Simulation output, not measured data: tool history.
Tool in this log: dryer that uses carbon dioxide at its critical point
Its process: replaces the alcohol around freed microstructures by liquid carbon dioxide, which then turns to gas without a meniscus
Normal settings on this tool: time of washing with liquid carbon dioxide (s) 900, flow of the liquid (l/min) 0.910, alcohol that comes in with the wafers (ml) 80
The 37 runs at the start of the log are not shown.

run	hour	time of washing with liquid carbon dioxide (s)	flow of the liquid (l/min)	alcohol that comes in with the wafers (ml)	alcohol left in the vessel before it's heated (ppm by volume)
38	636.5	900	0.910	88	296
39	650.0	900	0.765	88	599
40	661.0	960	0.765	39	255
41	676.5	960	0.632	76	843
42	686.7	960	0.632	76	855
43	703.0	600	0.910	80	1200
44	721.7	1380	0.637	80	222
45	734.4	1380	0.637	80	231
46	744.4	1380	0.637	80	221

5 ways to go on from here, each from the tool as it stands after run 46. What would each give?
A	759.3	1380	0.815	80	?
B	759.3	900	0.671	56	?
C	759.3	600	1.284	22	?
D	759.3	840	0.910	80	?
E	759.3	1020	1.103	30	?

run	alcohol left in the vessel before it's heated (ppm by volume)
A	113
B	669
C	154
D	381
E	92
Without the tool's unlogged condition, the same runs would have read:
run	alcohol left in the vessel before it's heated (ppm by volume)
A	19
B	461
C	52
D	218
E	6

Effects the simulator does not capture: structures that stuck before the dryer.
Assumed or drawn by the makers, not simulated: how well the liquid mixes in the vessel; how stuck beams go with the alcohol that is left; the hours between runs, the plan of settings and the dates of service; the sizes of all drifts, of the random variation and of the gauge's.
